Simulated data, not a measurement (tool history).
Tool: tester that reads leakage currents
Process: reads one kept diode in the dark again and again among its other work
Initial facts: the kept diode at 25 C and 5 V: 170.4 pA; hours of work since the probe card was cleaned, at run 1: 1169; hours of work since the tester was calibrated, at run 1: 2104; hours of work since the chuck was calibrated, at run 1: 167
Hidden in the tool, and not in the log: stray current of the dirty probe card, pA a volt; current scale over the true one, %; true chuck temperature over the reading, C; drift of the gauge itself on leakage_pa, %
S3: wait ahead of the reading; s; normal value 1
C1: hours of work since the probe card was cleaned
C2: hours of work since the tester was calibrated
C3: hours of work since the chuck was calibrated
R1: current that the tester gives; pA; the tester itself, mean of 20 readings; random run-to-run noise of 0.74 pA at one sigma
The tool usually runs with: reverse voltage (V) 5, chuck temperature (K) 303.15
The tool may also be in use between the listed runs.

run 1 hour=0 | reverse_voltage_(V)=5 chuck_temperature_(K)=303.15 S3=1 | C1=1169 C2=2104 C3=167 | R1=243.63
run 2 hour=81.3 | reverse_voltage_(V)=5 chuck_temperature_(K)=303.15 S3=1 | C1=1228 C2=2163 C3=226 | R1=241.56
run 3 hour=153.4 | reverse_voltage_(V)=12.79 chuck_temperature_(K)=303.15 S3=1 | C1=1280 C2=2216 C3=279 | R1=344.08
run 4 hour=206.4 | reverse_voltage_(V)=12.79 chuck_temperature_(K)=303.15 S3=1 | C1=1319 C2=2254 C3=317 | R1=343.21
-- hour=215.3 tester calibrated
run 5 hour=290.3 | reverse_voltage_(V)=5 chuck_temperature_(K)=303.15 S3=0.58 | C1=1379 C2=55 C3=377 | R1=240.75
run 6 hour=365.4 | reverse_voltage_(V)=7.32 chuck_temperature_(K)=302.15 S3=4.27 | C1=1433 C2=109 C3=432 | R1=257.13
run 7 hour=427.8 | reverse_voltage_(V)=4.34 chuck_temperature_(K)=302.15 S3=0.31 | C1=1479 C2=155 C3=477 | R1=213.32
run 8 hour=506.4 | reverse_voltage_(V)=2.81 chuck_temperature_(K)=325.15 S3=2.29 | C1=1536 C2=212 C3=534 | R1=819.25
-- hour=512.9 probe card cleaned and baked
-- hour=536.2 tester calibrated, once more
run 9 hour=579.9 | reverse_voltage_(V)=2.81 chuck_temperature_(K)=325.15 S3=2.29 | C1=47 C2=32 C3=584 | R1=807.29
run 10 hour=637 | reverse_voltage_(V)=2.41 chuck_temperature_(K)=303.15 S3=0.56 | C1=89 C2=73 C3=625 | R1=178.96

What if the next run were any one of these 4? Each begins from the tool's condition after run 10:
run A hour=689.4 | reverse_voltage_(V)=1.14 chuck_temperature_(K)=306.15 S3=0.56 | C1=127 C2=111 C3=664 | R1=?
run B hour=689.4 | reverse_voltage_(V)=3.42 chuck_temperature_(K)=320.15 S3=1 | C1=127 C2=111 C3=664 | R1=?
run C hour=689.4 | reverse_voltage_(V)=2.41 chuck_temperature_(K)=303.15 S3=0.37 | C1=127 C2=111 C3=664 | R1=?
run D hour=689.4 | reverse_voltage_(V)=1.46 chuck_temperature_(K)=318.15 S3=5.72 | C1=127 C2=111 C3=664 | R1=?

run=A R1=167.81
run=B R1=631.36
run=C R1=178.79
run=D R1=409.32
With no hidden state in the tool, these same runs would have given:
run=A R1=177.45
run=B R1=664.5
run=C R1=189.17
run=D R1=431.15
